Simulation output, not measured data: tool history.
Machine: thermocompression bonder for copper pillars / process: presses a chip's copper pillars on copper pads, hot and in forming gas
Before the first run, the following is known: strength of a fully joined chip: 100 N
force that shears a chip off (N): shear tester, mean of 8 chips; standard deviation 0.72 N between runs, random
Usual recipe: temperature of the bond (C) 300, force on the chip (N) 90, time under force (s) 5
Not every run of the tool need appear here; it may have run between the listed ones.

run     day  temperature of the bond (C)  force on the chip (N)  time under force (s)  force that shears a chip off (N)
  1   0.000                          300                     90                     5                              64.2
  2   0.658                          300                     90                     5                              63.3
  3   1.738                          298                     90                     5                              61.8
  4   2.771                          298                     90                     5                              62.5
  5   3.933                          298                     90                     5                              61.9
      5.338  -- forming gas filter changed
  6   5.338                          298                     90                     5                              65.2
  7   6.529                          298                     90                     5                              64.7
  8   7.329                          298                     90                     5                              63.7
  9   8.258                          298                     90                     5                              64.6
 10   9.550                          300                    118                     5                              81.5
 11  10.867                          300                     90                     5                              66.1
 12  11.525                          300                    115                     5                              76.9
 13  12.275                          300                    115                     5                              78.6
 14  13.029                          300                     90                     9                              76.7
 15  14.138                          300                     90                     9                              74.3
 16  15.200                          300                     90                     9                              75.1
 17  15.975                          300                     90                    11                              78.2
 18  17.221                          323                     90                    11                              88.7
 19  18.458                          270                     97                     3                              43.0
 20  19.508                          286                    102                     5                              64.3
 21  20.212                          318                    125                     3                              82.4
 22  20.846                          318                    114                     5                              86.0
 23  22.242                          318                    114                     5                              83.3
 24  23.467                          281                    123                     5                              70.0
 25  24.900                          287                     90                     8                              66.3
 26  26.046                          304                     99                     8                              79.3
 27  27.042                          289                     77                     4                              45.9
 28  28.046                          285                     95                     8                              67.6
 29  28.721                          273                     56                     4                              26.6

Below are 5 alternative next runs, each starting from the tool's condition after run 29. Predict each:
  A  30.029                          279                     96                     6                                 ?
  B  30.029                          305                     88                    11                                 ?
  C  30.029                          297                     81                     4                                 ?
  D  30.029                          305                    124                     4                                 ?
  E  30.029                          294                     56                     9                                 ?

run  force that shears a chip off (N)
  A                              57.3
  B                              78.0
  C                              52.9
  D                              79.7
  E                              46.3
The same runs, with their run-to-run variation unchanged, on a tool lacking any hidden condition would have given:
run  force that shears a chip off (N)
  A                              59.4
  B                              80.9
  C                              54.9
  D                              82.6
  E                              48.1
